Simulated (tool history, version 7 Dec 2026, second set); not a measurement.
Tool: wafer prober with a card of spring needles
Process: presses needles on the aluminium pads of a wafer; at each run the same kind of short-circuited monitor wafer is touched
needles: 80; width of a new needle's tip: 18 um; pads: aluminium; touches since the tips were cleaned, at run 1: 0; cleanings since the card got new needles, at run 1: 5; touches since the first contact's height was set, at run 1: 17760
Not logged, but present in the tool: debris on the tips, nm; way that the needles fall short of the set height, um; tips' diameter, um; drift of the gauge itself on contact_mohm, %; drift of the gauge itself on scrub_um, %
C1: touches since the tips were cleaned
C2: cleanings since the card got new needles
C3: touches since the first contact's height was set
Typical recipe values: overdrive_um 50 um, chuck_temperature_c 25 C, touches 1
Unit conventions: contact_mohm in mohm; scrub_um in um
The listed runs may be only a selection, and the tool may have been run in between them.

{"run": 1, "hour": 0.0, "overdrive_um": 50, "chuck_temperature_c": 25, "touches": 1, "C1": 0, "C2": 5, "C3": 17760, "contact_mohm": 146, "scrub_um": 12.39}
{"hour": 11.9, "done": "tips cleaned on abrasive film"}
{"hour": 23.3, "done": "tips cleaned on abrasive film"}
{"run": 2, "hour": 23.3, "overdrive_um": 50, "chuck_temperature_c": 25, "touches": 1, "C1": 0, "C2": 7, "C3": 24211, "contact_mohm": 152, "scrub_um": 12.35}
{"hour": 33.9, "done": "tips cleaned on abrasive film"}
{"run": 3, "hour": 41.2, "overdrive_um": 50, "chuck_temperature_c": 25, "touches": 1, "C1": 2045, "C2": 8, "C3": 29192, "contact_mohm": 149, "scrub_um": 12.43}
{"hour": 46.0, "done": "tips cleaned on abrasive film"}
{"hour": 58.3, "done": "tips cleaned on abrasive film"}
{"hour": 70.4, "done": "tips cleaned on abrasive film"}
{"run": 4, "hour": 70.4, "overdrive_um": 50, "chuck_temperature_c": 25, "touches": 1, "C1": 0, "C2": 11, "C3": 37266, "contact_mohm": 151, "scrub_um": 12.41}
{"hour": 82.4, "done": "tips cleaned on abrasive film"}
{"run": 5, "hour": 89.9, "overdrive_um": 50, "chuck_temperature_c": 25, "touches": 1, "C1": 2091, "C2": 12, "C3": 42687, "contact_mohm": 149, "scrub_um": 12.42}
{"hour": 94.7, "done": "tips cleaned on abrasive film"}
{"hour": 106.0, "done": "tips cleaned on abrasive film"}
{"run": 6, "hour": 114.7, "overdrive_um": 50, "chuck_temperature_c": 25, "touches": 1, "C1": 2431, "C2": 14, "C3": 49554, "contact_mohm": 150, "scrub_um": 12.34}
{"hour": 117.4, "done": "tips cleaned on abrasive film"}
{"hour": 128.7, "done": "tips cleaned on abrasive film"}
{"run": 7, "hour": 135.9, "overdrive_um": 50, "chuck_temperature_c": 25, "touches": 1, "C1": 2016, "C2": 16, "C3": 55426, "contact_mohm": 152, "scrub_um": 12.45}
{"hour": 141.2, "done": "tips cleaned on abrasive film"}
{"hour": 152.9, "done": "tips cleaned on abrasive film"}
{"run": 8, "hour": 160.2, "overdrive_um": 50, "chuck_temperature_c": 25, "touches": 1, "C1": 2064, "C2": 18, "C3": 62167, "contact_mohm": 147, "scrub_um": 12.32}
{"hour": 165.5, "done": "tips cleaned on abrasive film"}
{"hour": 177.6, "done": "tips cleaned on abrasive film"}
{"run": 9, "hour": 179.1, "overdrive_um": 50, "chuck_temperature_c": 25, "touches": 1, "C1": 429, "C2": 20, "C3": 67388, "contact_mohm": 150, "scrub_um": 12.4}
{"hour": 188.6, "done": "tips cleaned on abrasive film"}
{"hour": 199.4, "done": "tips cleaned on abrasive film"}
{"run": 10, "hour": 204.2, "overdrive_um": 50, "chuck_temperature_c": 25, "touches": 2, "C1": 1359, "C2": 22, "C3": 74342, "contact_mohm": 149, "scrub_um": 12.39}
{"hour": 211.5, "done": "tips cleaned on abrasive film"}
{"hour": 223.8, "done": "tips cleaned on abrasive film"}
{"run": 11, "hour": 224.9, "overdrive_um": 32, "chuck_temperature_c": 25, "touches": 1, "C1": 299, "C2": 24, "C3": 80060, "contact_mohm": 158, "scrub_um": 7.95}
{"hour": 234.6, "done": "tips cleaned on abrasive film"}
{"hour": 246.1, "done": "tips cleaned on abrasive film"}
{"run": 12, "hour": 251.3, "overdrive_um": 32, "chuck_temperature_c": 25, "touches": 1, "C1": 1449, "C2": 26, "C3": 87382, "contact_mohm": 155, "scrub_um": 7.86}
{"hour": 258.2, "done": "tips cleaned on abrasive film"}
{"hour": 269.6, "done": "tips cleaned on abrasive film"}
{"run": 13, "hour": 276.7, "overdrive_um": 50, "chuck_temperature_c": 25, "touches": 2, "C1": 1978, "C2": 28, "C3": 94425, "contact_mohm": 149, "scrub_um": 12.38}
{"hour": 280.9, "done": "tips cleaned on abrasive film"}
{"hour": 293.3, "done": "tips cleaned on abrasive film"}
{"run": 14, "hour": 295.8, "overdrive_um": 50, "chuck_temperature_c": 25, "touches": 1, "C1": 706, "C2": 30, "C3": 99711, "contact_mohm": 151, "scrub_um": 12.41}
{"hour": 305.9, "done": "tips cleaned on abrasive film"}
{"hour": 317.0, "done": "tips cleaned on abrasive film"}
{"hour": 329.5, "done": "tips cleaned on abrasive film"}
{"run": 15, "hour": 331.9, "overdrive_um": 50, "chuck_temperature_c": 25, "touches": 1, "C1": 678, "C2": 33, "C3": 109708, "contact_mohm": 147, "scrub_um": 12.42}
{"hour": 341.4, "done": "tips cleaned on abrasive film"}
{"hour": 353.9, "done": "tips cleaned on abrasive film"}
{"run": 16, "hour": 358.3, "overdrive_um": 44, "chuck_temperature_c": 37, "touches": 1, "C1": 1220, "C2": 35, "C3": 117016, "contact_mohm": 150, "scrub_um": 10.9}
{"hour": 365.1, "done": "tips cleaned on abrasive film"}
{"hour": 377.1, "done": "tips cleaned on abrasive film"}
{"hour": 387.6, "done": "tips cleaned on abrasive film"}
{"run": 17, "hour": 394.3, "overdrive_um": 44, "chuck_temperature_c": 25, "touches": 3, "C1": 1877, "C2": 38, "C3": 127001, "contact_mohm": 150, "scrub_um": 10.89}
{"hour": 399.5, "done": "tips cleaned on abrasive film"}
{"hour": 410.4, "done": "tips cleaned on abrasive film"}
{"run": 18, "hour": 411.6, "overdrive_um": 40, "chuck_temperature_c": 38, "touches": 1, "C1": 330, "C2": 40, "C3": 131768, "contact_mohm": 156, "scrub_um": 9.92}
{"hour": 422.5, "done": "tips cleaned on abrasive film"}
{"run": 19, "hour": 432.8, "overdrive_um": 40, "chuck_temperature_c": 38, "touches": 2, "C1": 2865, "C2": 41, "C3": 137660, "contact_mohm": 155, "scrub_um": 9.88}
{"hour": 435.1, "done": "tips cleaned on abrasive film"}
{"hour": 445.9, "done": "tips cleaned on abrasive film"}
{"hour": 457.3, "done": "tips cleaned on abrasive film"}
{"hour": 468.3, "done": "tips cleaned on abrasive film"}
{"run": 20, "hour": 469.1, "overdrive_um": 40, "chuck_temperature_c": 38, "touches": 2, "C1": 219, "C2": 45, "C3": 147706, "contact_mohm": 156, "scrub_um": 9.89}
{"hour": 480.3, "done": "tips cleaned on abrasive film"}
{"hour": 491.4, "done": "tips cleaned on abrasive film"}
{"run": 21, "hour": 499.1, "overdrive_um": 38, "chuck_temperature_c": 26, "touches": 1, "C1": 2159, "C2": 47, "C3": 156042, "contact_mohm": 155, "scrub_um": 9.38}
{"hour": 503.8, "done": "tips cleaned on abrasive film"}
{"hour": 515.1, "done": "tips cleaned on abrasive film"}
{"run": 22, "hour": 517.2, "overdrive_um": 40, "chuck_temperature_c": 100, "touches": 2, "C1": 588, "C2": 49, "C3": 161017, "contact_mohm": 165, "scrub_um": 9.97}
{"hour": 527.4, "done": "tips cleaned on abrasive film"}
{"hour": 539.2, "done": "tips cleaned on abrasive film"}
{"run": 23, "hour": 548.6, "overdrive_um": 68, "chuck_temperature_c": 100, "touches": 2, "C1": 2628, "C2": 51, "C3": 169740, "contact_mohm": 159, "scrub_um": 16.87}
{"hour": 551.1, "done": "tips cleaned on abrasive film"}
{"hour": 562.2, "done": "tips cleaned on abrasive film"}
{"hour": 575.0, "done": "tips cleaned on abrasive film"}
{"run": 24, "hour": 577.5, "overdrive_um": 62, "chuck_temperature_c": 31, "touches": 1, "C1": 697, "C2": 54, "C3": 177743, "contact_mohm": 149, "scrub_um": 15.28}
{"hour": 587.1, "done": "tips cleaned on abrasive film"}
{"hour": 599.7, "done": "tips cleaned on abrasive film"}
{"hour": 600.0, "done": "height of the first contact set anew"}
{"run": 25, "hour": 603.1, "overdrive_um": 50, "chuck_temperature_c": 25, "touches": 2, "C1": 866, "C2": 56, "C3": 866, "contact_mohm": 146, "scrub_um": 12.46}
{"hour": 612.4, "done": "tips cleaned on abrasive film"}
{"hour": 623.9, "done": "tips cleaned on abrasive film"}
{"hour": 635.0, "done": "tips cleaned on abrasive film"}
{"run": 26, "hour": 635.8, "overdrive_um": 67, "chuck_temperature_c": 49, "touches": 2, "C1": 219, "C2": 59, "C3": 9919, "contact_mohm": 150, "scrub_um": 16.6}
{"hour": 646.2, "done": "tips cleaned on abrasive film"}
{"hour": 658.5, "done": "tips cleaned on abrasive film"}
{"hour": 669.5, "done": "tips cleaned on abrasive film"}
{"run": 27, "hour": 672.5, "overdrive_um": 56, "chuck_temperature_c": 96, "touches": 2, "C1": 853, "C2": 62, "C3": 20101, "contact_mohm": 161, "scrub_um": 13.83}
{"hour": 681.6, "done": "tips cleaned on abrasive film"}
{"hour": 693.2, "done": "tips cleaned on abrasive film"}
{"hour": 704.2, "done": "tips cleaned on abrasive film"}
{"run": 28, "hour": 707.6, "overdrive_um": 41, "chuck_temperature_c": 38, "touches": 1, "C1": 973, "C2": 65, "C3": 29830, "contact_mohm": 153, "scrub_um": 10.16}
{"hour": 716.6, "done": "tips cleaned on abrasive film"}
{"hour": 728.8, "done": "tips cleaned on abrasive film"}
{"run": 29, "hour": 730.8, "overdrive_um": 67, "chuck_temperature_c": 26, "touches": 2, "C1": 562, "C2": 67, "C3": 36240, "contact_mohm": 145, "scrub_um": 16.63}
{"hour": 740.7, "done": "tips cleaned on abrasive film"}
{"hour": 752.2, "done": "tips cleaned on abrasive film"}
{"hour": 764.7, "done": "tips cleaned on abrasive film"}
{"run": 30, "hour": 766.4, "overdrive_um": 48, "chuck_temperature_c": 32, "touches": 3, "C1": 481, "C2": 70, "C3": 46106, "contact_mohm": 151, "scrub_um": 11.92}

Below are 3 alternative next runs, each starting from the tool's condition after run 30. Predict each:
{"hour": 776.3, "done": "tips cleaned on abrasive film"}
{"hour": 787.6, "done": "tips cleaned on abrasive film"}
{"run": "A", "hour": 797.5, "overdrive_um": 64, "chuck_temperature_c": 48, "touches": 2, "C1": 2763, "C2": 72, "C3": 54740, "contact_mohm": "?", "scrub_um": "?"}
{"hour": 776.3, "done": "tips cleaned on abrasive film"}
{"hour": 787.6, "done": "tips cleaned on abrasive film"}
{"run": "B", "hour": 797.5, "overdrive_um": 42, "chuck_temperature_c": 40, "touches": 2, "C1": 2763, "C2": 72, "C3": 54740, "contact_mohm": "?", "scrub_um": "?"}
{"hour": 776.3, "done": "tips cleaned on abrasive film"}
{"hour": 787.6, "done": "tips cleaned on abrasive film"}
{"run": "C", "hour": 797.5, "overdrive_um": 48, "chuck_temperature_c": 43, "touches": 3, "C1": 2763, "C2": 72, "C3": 54740, "contact_mohm": "?", "scrub_um": "?"}

run=A contact_mohm=150 scrub_um=15.81
run=B contact_mohm=156 scrub_um=10.42
run=C contact_mohm=151 scrub_um=11.92
Had the tool no hidden state, the same runs would have come out as:
run=A contact_mohm=150 scrub_um=15.82
run=B contact_mohm=155 scrub_um=10.43
run=C contact_mohm=151 scrub_um=11.93

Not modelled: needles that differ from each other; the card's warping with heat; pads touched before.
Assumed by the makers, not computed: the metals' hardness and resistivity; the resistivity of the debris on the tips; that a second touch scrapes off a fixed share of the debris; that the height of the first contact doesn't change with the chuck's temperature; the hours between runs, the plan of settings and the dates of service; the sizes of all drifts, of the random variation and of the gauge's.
